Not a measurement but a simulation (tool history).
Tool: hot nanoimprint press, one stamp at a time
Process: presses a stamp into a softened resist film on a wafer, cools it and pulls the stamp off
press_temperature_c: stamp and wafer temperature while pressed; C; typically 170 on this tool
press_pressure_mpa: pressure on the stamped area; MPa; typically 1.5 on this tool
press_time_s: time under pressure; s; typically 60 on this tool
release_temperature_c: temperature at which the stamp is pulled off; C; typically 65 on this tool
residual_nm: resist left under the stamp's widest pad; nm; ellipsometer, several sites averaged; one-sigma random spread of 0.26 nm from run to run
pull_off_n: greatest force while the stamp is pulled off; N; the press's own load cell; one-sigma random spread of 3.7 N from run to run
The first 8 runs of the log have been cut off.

run   hour  press_temperature_c  press_pressure_mpa  press_time_s  release_temperature_c  residual_nm  pull_off_n
  9   75.4                  170                 1.5            60                     65        106.1         272
 10   82.5                  170                 1.5            60                     65        105.8         263
 11     95                  170                 1.5            60                     65        105.5         269
 12  106.6                  170                1.04            60                     65        120.2         267
 13  118.8                  170                1.04            60                     65        120.2         270
 14  131.4                  170                 1.5            60                     65        105.6         271
 15  141.4                  170                 1.5            60                     65        105.2         278
 16  153.2                  171                 1.5            60                     64        101.7         280
 17  160.2                  181                1.36            39                     66         92.1         273
 18  173.4                  166                2.27            65                     53         99.4         305
 19  186.2                  159                2.27            65                     52          125         323
 20  192.3                  160                2.27            65                     52        121.2         319
     196.2  -- plate thermocouple calibrated
 21  208.1                  171                1.09            51                     52        119.1         316
 22  217.2                  173                1.96            69                     54         79.9         319
 23  230.4                  164                1.02            69                     60        133.8         302
     239.9  -- plate thermocouple calibrated, once more
     247.8  -- stamp cleaned and given a new release coat
 24  249.1                  164                1.02            69                     60        140.2         190
 25  256.3                  173                 1.5            74                     54         91.7         195
 26  264.6                  173                 1.5            72                     54         92.7         192
 27    276                  173                1.09            72                     64        104.6         183
 28  287.6                  168                1.83            72                     64        100.6         187
 29  296.9                  163                1.71            72                     61        120.9         188
 30  302.7                  170                 1.5            32                     63        132.2         195

Below are 4 alternative next runs, each starting from the tool's condition after run 30. Predict each:
  A  311.9                  177                1.27            60                     65            ?           ?
  B  311.9                  173                2.35            32                     63            ?           ?
  C  311.9                  170                 1.5            32                     62            ?           ?
  D  311.9                  170                1.19            32                     63            ?           ?

run  residual_nm  pull_off_n
  A         93.3         192
  B          105         183
  C        131.5         191
  D        141.7         195
Had the tool no hidden state, the same runs would have come out as:
run  residual_nm  pull_off_n
  A         93.9         183
  B        105.1         174
  C        132.1         181
  D        142.4         186
